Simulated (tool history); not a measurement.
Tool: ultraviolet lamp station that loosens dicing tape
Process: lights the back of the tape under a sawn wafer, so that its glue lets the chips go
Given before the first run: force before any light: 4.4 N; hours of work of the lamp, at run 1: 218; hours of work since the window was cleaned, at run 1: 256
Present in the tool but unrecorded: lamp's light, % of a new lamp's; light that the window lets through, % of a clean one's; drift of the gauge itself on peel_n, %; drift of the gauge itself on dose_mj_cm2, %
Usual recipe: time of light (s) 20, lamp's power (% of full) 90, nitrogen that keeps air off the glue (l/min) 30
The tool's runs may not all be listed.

| run | hour | time of light (s) | lamp's power (% of full) | nitrogen that keeps air off the glue (l/min) | hours of work of the lamp | hours of work since the window was cleaned | force that peels the tape off (N) | light that reached the tape (J/m2) |
|---|---|---|---|---|---|---|---|---|
| 1 | 0.0 | 20 | 90 | 30 | 218 | 256 | 0.393 | 3660 |
| 2 | 8.6 | 20 | 90 | 30 | 222 | 260 | 0.390 | 3660 |
| 3 | 23.2 | 33 | 90 | 30 | 228 | 267 | 0.241 | 6070 |
| 4 | 34.4 | 33 | 90 | 30 | 233 | 272 | 0.242 | 6070 |
| 5 | 48.8 | 11 | 90 | 30 | 239 | 278 | 0.942 | 2010 |
| 6 | 56.4 | 11 | 90 | 15 | 243 | 281 | 1.152 | 2070 |
| 7 | 72.1 | 11 | 90 | 15 | 250 | 288 | 1.142 | 2010 |
| 8 | 81.4 | 11 | 90 | 15 | 254 | 292 | 1.153 | 2020 |
| 9 | 91.9 | 18 | 73 | 20 | 258 | 297 | 0.707 | 2630 |
| 10 | 105.3 | 12 | 86 | 30 | 264 | 303 | 0.904 | 2080 |
| 11 | 116.5 | 17 | 64 | 28 | 269 | 308 | 0.879 | 2200 |
| 12 | 131.5 | 17 | 64 | 28 | 276 | 315 | 0.859 | 2180 |
| 13 | 139.6 | 19 | 90 | 39 | 280 | 318 | 0.400 | 3370 |
| 14 | 154.5 | 26 | 100 | 39 | 286 | 325 | 0.256 | 5220 |

Same runs, no hidden state in the tool, same run-to-run variation:
| run | force that peels the tape off (N) | light that reached the tape (J/m2) |
|---|---|---|
| 1 | 0.338 | 4110 |
| 2 | 0.334 | 4110 |
| 3 | 0.231 | 6840 |
| 4 | 0.232 | 6860 |
| 5 | 0.792 | 2270 |
| 6 | 0.979 | 2340 |
| 7 | 0.967 | 2290 |
| 8 | 0.975 | 2300 |
| 9 | 0.579 | 3010 |
| 10 | 0.746 | 2380 |
| 11 | 0.721 | 2530 |
| 12 | 0.702 | 2510 |
| 13 | 0.330 | 3890 |
| 14 | 0.237 | 6030 |
